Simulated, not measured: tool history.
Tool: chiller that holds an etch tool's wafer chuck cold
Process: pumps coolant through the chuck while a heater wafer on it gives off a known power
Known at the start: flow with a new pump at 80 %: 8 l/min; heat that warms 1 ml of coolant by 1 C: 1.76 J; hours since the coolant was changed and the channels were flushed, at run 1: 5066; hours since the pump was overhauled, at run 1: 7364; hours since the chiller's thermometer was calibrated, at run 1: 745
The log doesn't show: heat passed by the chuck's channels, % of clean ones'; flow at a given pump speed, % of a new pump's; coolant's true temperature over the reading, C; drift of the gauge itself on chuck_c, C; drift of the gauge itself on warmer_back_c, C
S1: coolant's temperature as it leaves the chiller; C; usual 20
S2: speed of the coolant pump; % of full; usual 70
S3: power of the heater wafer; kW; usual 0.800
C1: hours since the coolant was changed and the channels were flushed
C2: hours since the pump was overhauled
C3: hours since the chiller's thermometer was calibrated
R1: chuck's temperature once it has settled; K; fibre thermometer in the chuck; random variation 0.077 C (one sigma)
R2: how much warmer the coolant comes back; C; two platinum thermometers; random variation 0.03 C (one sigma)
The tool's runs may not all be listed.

run    hour  S1  S2     S3    C1    C2    C3      R1    R2
  1     0.0  20  70  0.800  5066  7364   745  300.88  4.10
  2   116.8  20  70  0.800  5183  7481   862  301.02  4.09
  3   232.6  20  70  0.800  5299  7597   978  300.90  4.11
  4   363.5  20  70  0.800  5430  7728  1109  300.87  4.14
  5   477.6  20  70  0.800  5544  7842  1223  300.91  4.17
  6   575.0  23  70  0.800  5641  7939  1320  303.82  4.14
  7   739.1  20  66  0.800  5806  8103  1485  301.17  4.40
  8   813.9  20  66  0.800  5880  8178  1559  301.27  4.42
  9   935.0  20  66  0.800  6001  8299  1680  301.11  4.44
 10  1084.0  20  66  0.800  6150  8448  1830  301.26  4.45
 11  1170.3  20  66  0.800  6237  8534  1916  301.18  4.39
 12  1293.2  20  66  0.800  6360  8657  2039  301.31  4.43
 13  1466.4  20  66  0.800  6533  8830  2212  301.18  4.43
     1487.4  -- coolant pump overhauled
 14  1612.7  20  70  0.800  6674   125  2353  300.88  4.21
 15  1769.1  20  70  0.800  6831   282  2510  301.16  4.17
 16  1911.1  12  70  0.800  6973   424  2652  292.97  4.21
 17  2012.4  12  70  0.800  7074   525  2753  293.03  4.21
 18  2135.4  12  70  0.800  7197   648  2876  293.06  4.21
 19  2222.3  20  70  0.722  7284   735  2963  300.20  3.83
 20  2312.2  17  73  0.911  7374   825  3053  298.97  4.62
     2446.1  -- coolant pump overhauled, once more
 21  2458.3  17  73  0.911  7515    12  3194  298.58  4.25
 22  2545.6  24  71  0.826  7602    99  3281  304.90  3.99
     2582.1  -- chiller's thermometer calibrated
 23  2708.0  12  77  0.667  7763   261   126  291.16  2.94
     2804.8  -- coolant changed, channels flushed
 24  2868.7  12  77  0.667    64   416   281  290.56  3.01
 25  2993.9  12  77  0.667   189   541   406  290.44  2.96
 26  3088.5  20  70  0.523   284   635   500  297.60  2.52
 27  3184.1  20  83  0.920   379   731   596  300.15  3.81
 28  3258.2  20  83  0.920   453   805   670  300.23  3.78
 29  3391.6  13  67  1.003   587   938   803  294.89  5.15
 30  3573.8  13  70  1.154   769  1121   986  296.06  5.70
 31  3705.8  26  73  0.710   901  1253  1118  305.05  3.36

Measured less the same run without the tool's hidden state. The same run-to-run variation is in both; the gauge's scatter may not be:
run     R1     R2
  1  +0.93  +0.22
  2  +0.93  +0.22
  3  +0.93  +0.21
  4  +0.94  +0.22
  5  +0.95  +0.23
  6  +0.95  +0.23
  7  +1.00  +0.25
  8  +1.00  +0.25
  9  +1.01  +0.26
 10  +1.02  +0.27
 11  +1.03  +0.27
 12  +1.04  +0.27
 13  +1.05  +0.28
 14  +1.07  +0.31
 15  +1.09  +0.31
 16  +1.10  +0.32
 17  +1.10  +0.32
 18  +1.11  +0.33
 19  +0.99  +0.30
 20  +1.28  +0.36
 21  +0.80  -0.02
 22  +0.72  -0.01
 23  +0.75  +0.00
 24  +0.01  +0.00
 25  +0.00  +0.00
 26  -0.01  +0.00
 27  +0.02  +0.01
 28  +0.03  +0.01
 29  +0.05  +0.01
 30  +0.08  +0.03
 31  +0.01  +0.02

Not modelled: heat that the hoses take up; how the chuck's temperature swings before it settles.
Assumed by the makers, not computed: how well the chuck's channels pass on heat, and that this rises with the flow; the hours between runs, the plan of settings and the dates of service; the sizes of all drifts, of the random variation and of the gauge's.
